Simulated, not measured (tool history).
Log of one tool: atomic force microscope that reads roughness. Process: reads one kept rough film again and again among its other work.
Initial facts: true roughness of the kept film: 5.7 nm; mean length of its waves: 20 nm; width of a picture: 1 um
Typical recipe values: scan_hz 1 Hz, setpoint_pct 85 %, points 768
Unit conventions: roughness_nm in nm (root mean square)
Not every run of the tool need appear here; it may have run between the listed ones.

| run | hour | scan_hz | setpoint_pct | points | roughness_nm |
|---|---|---|---|---|---|
| 1 | 0 | 1 | 85 | 768 | 4.173 |
| 2 | 17.1 | 1 | 77 | 768 | 4.227 |
| 3 | 26.1 | 1 | 77 | 768 | 4.214 |
| 4 | 34.5 | 2.81 | 85 | 768 | 3.792 |
| 5 | 52.5 | 2.81 | 85 | 768 | 3.802 |
| 6 | 66.6 | 2.81 | 85 | 768 | 3.812 |
|  | 77.2 | new tip fitted |
| 7 | 81.8 | 2.81 | 85 | 768 | 3.792 |
| 8 | 98.8 | 2.81 | 85 | 768 | 3.807 |
| 9 | 112.6 | 1 | 79 | 768 | 4.257 |
| 10 | 131.7 | 1 | 79 | 768 | 4.258 |
| 11 | 151.4 | 2.34 | 79 | 768 | 3.992 |
| 12 | 164.8 | 2.34 | 79 | 768 | 3.984 |
| 13 | 184.7 | 2.34 | 79 | 768 | 3.997 |
| 14 | 202.9 | 1 | 76 | 768 | 4.254 |
| 15 | 222.1 | 1 | 76 | 768 | 4.251 |
| 16 | 237.3 | 1 | 79 | 768 | 4.245 |
| 17 | 246.5 | 1 | 85 | 409 | 4.159 |
| 18 | 256.9 | 1 | 83 | 409 | 4.131 |
| 19 | 274.3 | 1 | 85 | 780 | 4.183 |
| 20 | 289.1 | 1 | 58 | 768 | 4.388 |
| 21 | 302.7 | 1 | 58 | 768 | 4.393 |
| 22 | 316.6 | 1 | 85 | 768 | 4.168 |
| 23 | 325.5 | 1 | 85 | 768 | 4.192 |
| 24 | 335.5 | 1 | 85 | 768 | 4.169 |
| 25 | 355.6 | 1 | 85 | 768 | 4.183 |
| 26 | 374.3 | 0.52 | 80 | 768 | 4.295 |
| 27 | 389.9 | 0.52 | 80 | 768 | 4.304 |
| 28 | 409.4 | 0.52 | 80 | 768 | 4.334 |
| 29 | 419.8 | 1.35 | 80 | 398 | 4.11 |
| 30 | 438.7 | 0.95 | 80 | 830 | 4.227 |
| 31 | 456.8 | 0.76 | 59 | 727 | 4.379 |
| 32 | 473.6 | 1 | 69 | 367 | 4.28 |
|  | 484.7 | new tip fitted |
| 33 | 491.3 | 1 | 69 | 367 | 4.25 |
| 34 | 509.3 | 3.72 | 64 | 485 | 4.084 |
| 35 | 522 | 3.72 | 64 | 485 | 4.135 |
| 36 | 531.7 | 3.72 | 64 | 485 | 4.134 |
| 37 | 542.2 | 3.22 | 68 | 446 | 4.052 |
| 38 | 553.9 | 3.17 | 80 | 310 | 3.768 |
| 39 | 571.8 | 3.17 | 80 | 310 | 3.774 |
| 40 | 592.2 | 1.32 | 85 | 900 | 4.121 |
| 41 | 602.6 | 1 | 85 | 319 | 4.102 |
| 42 | 619.2 | 1 | 85 | 319 | 4.099 |
| 43 | 635.1 | 1 | 85 | 319 | 4.094 |
| 44 | 650.7 | 1 | 85 | 319 | 4.1 |
| 45 | 668.2 | 3.24 | 68 | 319 | 4.037 |
| 46 | 677.8 | 1 | 82 | 768 | 4.217 |
| 47 | 692.6 | 2.02 | 82 | 687 | 4.029 |
| 48 | 710.7 | 2.02 | 82 | 687 | 4.011 |
| 49 | 730.7 | 1.41 | 60 | 742 | 4.315 |
| 50 | 740.5 | 1 | 62 | 800 | 4.343 |

5 options for the next run, each taken on its own from the tool as it stands now. Forecast them:
| A | 757.6 | 1.73 | 77 | 730 | ? |
| B | 757.6 | 0.9 | 80 | 519 | ? |
| C | 757.6 | 0.98 | 89 | 350 | ? |
| D | 757.6 | 0.94 | 63 | 800 | ? |
| E | 757.6 | 2.05 | 69 | 381 | ? |

| run | roughness_nm |
|---|---|
| A | 4.129 |
| B | 4.227 |
| C | 4.093 |
| D | 4.366 |
| E | 4.141 |
Without the tool's unlogged condition, the same runs would have read:
| run | roughness_nm |
|---|---|
| A | 4.138 |
| B | 4.238 |
| C | 4.102 |
| D | 4.376 |
| E | 4.151 |
